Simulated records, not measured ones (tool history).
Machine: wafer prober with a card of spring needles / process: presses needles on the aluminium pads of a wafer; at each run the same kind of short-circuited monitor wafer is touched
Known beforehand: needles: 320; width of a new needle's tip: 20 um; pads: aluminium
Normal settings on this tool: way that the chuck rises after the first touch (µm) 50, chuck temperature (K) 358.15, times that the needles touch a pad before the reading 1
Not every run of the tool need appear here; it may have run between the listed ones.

run,hour,way that the chuck rises after the first touch (µm),chuck temperature (K),times that the needles touch a pad before the reading,resistance of one needle with its contact and lead (mohm),way that a needle slides on the pad (µm)
1,0.0,50,358.15,1,355,12.00
# hour 3.2: tips cleaned on abrasive film
# hour 7.2: tips cleaned on abrasive film
# hour 11.2: tips cleaned on abrasive film
# hour 15.2: tips cleaned on abrasive film
# hour 18.5: tips cleaned on abrasive film
# hour 22.5: tips cleaned on abrasive film
# hour 26.5: tips cleaned on abrasive film
# hour 30.5: tips cleaned on abrasive film
# hour 33.7: tips cleaned on abrasive film
# hour 36.9: tips cleaned on abrasive film
# hour 40.9: tips cleaned on abrasive film
# hour 44.1: tips cleaned on abrasive film
2,45.5,50,358.15,1,405,11.98
# hour 47.9: tips cleaned on abrasive film
# hour 51.2: tips cleaned on abrasive film
# hour 54.4: tips cleaned on abrasive film
# hour 58.4: tips cleaned on abrasive film
# hour 61.6: tips cleaned on abrasive film
# hour 64.8: tips cleaned on abrasive film
# hour 68.8: tips cleaned on abrasive film
# hour 72.8: tips cleaned on abrasive film
# hour 76.8: tips cleaned on abrasive film
# hour 80.1: tips cleaned on abrasive film
3,82.2,44,358.15,1,480,10.26
# hour 83.8: tips cleaned on abrasive film
# hour 87.1: tips cleaned on abrasive film
# hour 91.1: tips cleaned on abrasive film
# hour 95.1: tips cleaned on abrasive film
# hour 98.3: tips cleaned on abrasive film
# hour 102.3: tips cleaned on abrasive film
# hour 106.3: tips cleaned on abrasive film
4,106.6,44,358.15,1,351,10.25
# hour 109.8: tips cleaned on abrasive film
# hour 113.8: tips cleaned on abrasive film
# hour 117.8: tips cleaned on abrasive film
# hour 121.8: tips cleaned on abrasive film
# hour 125.8: tips cleaned on abrasive film
# hour 129.0: tips cleaned on abrasive film
5,130.8,44,358.15,1,460,10.24
# hour 132.5: tips cleaned on abrasive film
# hour 135.7: tips cleaned on abrasive film
# hour 138.9: tips cleaned on abrasive film
# hour 142.9: tips cleaned on abrasive film
# hour 146.2: tips cleaned on abrasive film
# hour 149.4: tips cleaned on abrasive film
# hour 152.6: tips cleaned on abrasive film
# hour 153.7: height of the first contact set anew
# hour 156.9: tips cleaned on abrasive film
# hour 160.9: tips cleaned on abrasive film
6,162.2,44,358.15,1,423,10.75
# hour 164.6: tips cleaned on abrasive film
# hour 168.7: tips cleaned on abrasive film
# hour 171.9: tips cleaned on abrasive film
# hour 175.9: tips cleaned on abrasive film
# hour 179.9: tips cleaned on abrasive film
# hour 183.9: tips cleaned on abrasive film
# hour 187.1: tips cleaned on abrasive film
# hour 191.1: tips cleaned on abrasive film
# hour 195.1: tips cleaned on abrasive film
# hour 199.1: tips cleaned on abrasive film
7,200.5,44,358.15,1,433,10.62
# hour 202.9: tips cleaned on abrasive film
# hour 206.9: tips cleaned on abrasive film
# hour 210.9: tips cleaned on abrasive film
# hour 214.2: tips cleaned on abrasive film
# hour 218.2: tips cleaned on abrasive film
# hour 222.2: tips cleaned on abrasive film
# hour 226.2: tips cleaned on abrasive film
# hour 229.4: tips cleaned on abrasive film
# hour 233.4: tips cleaned on abrasive film
8,234.0,44,358.15,1,381,10.57
# hour 237.2: tips cleaned on abrasive film
# hour 241.2: tips cleaned on abrasive film
# hour 244.4: tips cleaned on abrasive film
# hour 248.4: tips cleaned on abrasive film
# hour 252.4: tips cleaned on abrasive film
# hour 255.6: tips cleaned on abrasive film
# hour 258.9: tips cleaned on abrasive film
# hour 262.1: tips cleaned on abrasive film
9,262.7,44,358.15,1,396,10.42
# hour 265.9: tips cleaned on abrasive film
# hour 269.9: tips cleaned on abrasive film
# hour 273.9: tips cleaned on abrasive film
# hour 277.1: tips cleaned on abrasive film
# hour 281.1: tips cleaned on abrasive film
# hour 284.4: tips cleaned on abrasive film
# hour 288.4: tips cleaned on abrasive film
# hour 292.4: tips cleaned on abrasive film
# hour 296.4: tips cleaned on abrasive film
# hour 300.4: tips cleaned on abrasive film
# hour 303.6: tips cleaned on abrasive film
# hour 307.6: tips cleaned on abrasive film
# hour 310.8: tips cleaned on abrasive film
10,311.0,44,358.15,1,346,10.25
# hour 314.2: tips cleaned on abrasive film
# hour 318.2: tips cleaned on abrasive film
# hour 322.2: tips cleaned on abrasive film
# hour 326.2: tips cleaned on abrasive film
# hour 330.2: tips cleaned on abrasive film
11,333.2,58,358.15,1,431,13.83
# hour 334.0: tips cleaned on abrasive film
# hour 338.0: tips cleaned on abrasive film
# hour 342.0: tips cleaned on abrasive film
# hour 346.1: tips cleaned on abrasive film
# hour 349.3: tips cleaned on abrasive film
# hour 353.3: tips cleaned on abrasive film
# hour 357.3: tips cleaned on abrasive film
# hour 361.3: tips cleaned on abrasive film
# hour 365.3: tips cleaned on abrasive film
# hour 368.5: tips cleaned on abrasive film
12,369.4,35,322.15,1,505,7.94
# hour 371.8: tips cleaned on abrasive film
# hour 383.8: card fitted with new needles
# hour 387.8: tips cleaned on abrasive film
# hour 391.8: tips cleaned on abrasive film
# hour 395.8: tips cleaned on abrasive film
# hour 399.8: tips cleaned on abrasive film
# hour 403.1: tips cleaned on abrasive film
# hour 407.1: tips cleaned on abrasive film
# hour 410.3: tips cleaned on abrasive film
# hour 414.3: tips cleaned on abrasive film
# hour 418.3: tips cleaned on abrasive film
# hour 422.3: tips cleaned on abrasive film
# hour 425.5: tips cleaned on abrasive film
# hour 429.5: tips cleaned on abrasive film
# hour 433.3: tips cleaned on abrasive film
13,433.3,35,322.15,1,319,8.48
# hour 436.5: tips cleaned on abrasive film
# hour 440.5: tips cleaned on abrasive film
# hour 444.5: tips cleaned on abrasive film
# hour 448.5: tips cleaned on abrasive film
# hour 452.5: tips cleaned on abrasive film
# hour 455.7: tips cleaned on abrasive film
# hour 459.7: tips cleaned on abrasive film
# hour 462.9: tips cleaned on abrasive film
# hour 466.9: tips cleaned on abrasive film
# hour 471.0: tips cleaned on abrasive film
# hour 475.0: tips cleaned on abrasive film
# hour 478.2: tips cleaned on abrasive film
# hour 481.4: tips cleaned on abrasive film
14,483.4,52,322.15,3,325,12.46
# hour 485.1: tips cleaned on abrasive film
# hour 488.3: tips cleaned on abrasive film
# hour 492.3: tips cleaned on abrasive film
# hour 496.3: tips cleaned on abrasive film
# hour 500.3: tips cleaned on abrasive film
# hour 504.3: tips cleaned on abrasive film
# hour 507.5: tips cleaned on abrasive film
# hour 511.5: tips cleaned on abrasive film
15,513.0,45,322.15,1,408,10.76
# hour 515.4: tips cleaned on abrasive film
# hour 518.7: tips cleaned on abrasive film
# hour 522.7: tips cleaned on abrasive film
# hour 526.7: tips cleaned on abrasive film
# hour 529.9: tips cleaned on abrasive film
# hour 533.9: tips cleaned on abrasive film
# hour 537.9: tips cleaned on abrasive film
# hour 541.9: tips cleaned on abrasive film
# hour 545.9: tips cleaned on abrasive film
# hour 549.9: tips cleaned on abrasive film
# hour 553.1: tips cleaned on abrasive film
# hour 557.1: tips cleaned on abrasive film
# hour 560.4: tips cleaned on abrasive film
# hour 564.4: tips cleaned on abrasive film
16,565.0,45,303.15,1,366,10.53
# hour 568.2: tips cleaned on abrasive film
# hour 571.5: tips cleaned on abrasive film
# hour 574.7: tips cleaned on abrasive film
# hour 578.7: tips cleaned on abrasive film
# hour 582.7: tips cleaned on abrasive film
# hour 585.9: tips cleaned on abrasive film
# hour 589.9: tips cleaned on abrasive film
# hour 593.1: tips cleaned on abrasive film
# hour 597.1: tips cleaned on abrasive film
# hour 600.4: tips cleaned on abrasive film
# hour 604.4: tips cleaned on abrasive film
17,604.8,50,308.15,2,312,11.47

Below are 3 alternative next runs, each starting from the tool's condition after run 17. Predict each:
# hour 608.0: tips cleaned on abrasive film
# hour 612.0: tips cleaned on abrasive film
# hour 616.0: tips cleaned on abrasive film
# hour 619.2: tips cleaned on abrasive film
# hour 622.5: tips cleaned on abrasive film
# hour 626.5: tips cleaned on abrasive film
# hour 629.9: height of the first contact set anew
# hour 630.8: tips cleaned on abrasive film
# hour 634.0: tips cleaned on abrasive film
# hour 638.0: tips cleaned on abrasive film
# hour 641.2: tips cleaned on abrasive film
A,644.0,38,340.15,2,?,?
# hour 608.0: tips cleaned on abrasive film
# hour 612.0: tips cleaned on abrasive film
# hour 616.0: tips cleaned on abrasive film
# hour 619.2: tips cleaned on abrasive film
# hour 622.5: tips cleaned on abrasive film
# hour 626.5: tips cleaned on abrasive film
# hour 629.9: height of the first contact set anew
# hour 630.8: tips cleaned on abrasive film
# hour 634.0: tips cleaned on abrasive film
# hour 638.0: tips cleaned on abrasive film
# hour 641.2: tips cleaned on abrasive film
B,644.0,33,358.15,2,?,?
# hour 608.0: tips cleaned on abrasive film
# hour 612.0: tips cleaned on abrasive film
# hour 616.0: tips cleaned on abrasive film
# hour 619.2: tips cleaned on abrasive film
# hour 622.5: tips cleaned on abrasive film
# hour 626.5: tips cleaned on abrasive film
# hour 629.9: height of the first contact set anew
# hour 630.8: tips cleaned on abrasive film
# hour 634.0: tips cleaned on abrasive film
# hour 638.0: tips cleaned on abrasive film
# hour 641.2: tips cleaned on abrasive film
C,644.0,48,300.15,2,?,?

run,resistance of one needle with its contact and lead (mohm),way that a needle slides on the pad (µm)
A,471,9.24
B,521,8.01
C,391,11.72
Without the tool's unlogged condition, the same runs would have read:
run,resistance of one needle with its contact and lead (mohm),way that a needle slides on the pad (µm)
A,297,9.27
B,305,8.04
C,274,11.75
